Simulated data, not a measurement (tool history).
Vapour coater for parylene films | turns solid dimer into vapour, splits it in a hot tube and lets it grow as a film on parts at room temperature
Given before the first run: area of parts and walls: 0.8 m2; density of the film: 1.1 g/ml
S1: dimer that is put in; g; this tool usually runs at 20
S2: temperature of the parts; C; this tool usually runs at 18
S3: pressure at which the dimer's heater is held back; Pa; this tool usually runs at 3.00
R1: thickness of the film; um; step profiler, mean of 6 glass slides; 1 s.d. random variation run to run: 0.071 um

run   hour  S1  S2    S3     R1
  1    0.0  20  18  3.00  12.59
  2   26.8  20  18  3.00  12.51
  3   41.6  20  18  3.00  12.55
  4   59.3  20  21  3.00  11.40
  5   86.5  20  21  3.00  11.48
  6  101.6  20  11  3.00  15.56
  7  122.8  20  11  3.00  15.34
  8  153.1  20  11  3.00  15.49
  9  172.3  20  11  3.00  15.34
 10  203.8  20  18  3.00  12.39
 11  234.2  20  18  3.00  12.29
 12  254.7  20  18  3.00  12.08
 13  286.6  20  18  3.00  12.29
 14  312.9  20  13  3.00  13.96
 15  335.4  20  13  3.00  14.29
 16  350.9  20  13  3.00  14.10
 17  386.3  20  13  3.00  14.03
 18  418.7  20  18  2.87  12.19
 19  438.6  20  18  3.00  11.96
 20  461.5  20  18  3.00  11.91
 21  485.2  20  18  3.00  11.93
 22  513.3  15  18  3.00   8.95
     528.4  -- trap's valve overhauled
 23  541.0  15  18  3.00   9.92
 24  556.3   9  24  2.00   5.32
 25  588.0  15  18  6.71   8.39
 26  613.7  20  14  3.00  14.82
     617.0  -- table's thermometer calibrated
 27  641.5  16  13  3.00  12.15
 28  670.9  28  18  4.48  16.82
 29  691.1  28  14  4.48  18.89
 30  713.8  10  17  4.48   6.25
 31  730.4   9  17  7.96   4.94
 32  748.6   9  17  7.96   4.98
     765.6  -- table's thermometer calibrated, once more
 33  780.5  20  18  8.83   9.97
 34  795.2  30  24  3.00  15.32
 35  820.0   9  18  2.55   5.78
 36  843.1  20  16  3.40  12.73
 37  857.7  18  16  3.39  11.41

5 options for the next run, each taken on its own from the tool as it stands now. Forecast them:
  A  891.1  15  15   3.00   ?
  B  891.1  16  12   4.65   ?
  C  891.1  16  18   3.15   ?
  D  891.1  19  23  11.19   ?
  E  891.1  18  28   6.96   ?

run     R1
  A  10.05
  B  10.73
  C   9.76
  D   7.69
  E   6.82
Take away the tool's hidden state, keep each run's random variation, and the runs would have read:
run     R1
  A  10.56
  B  11.28
  C  10.25
  D   8.08
  E   7.16
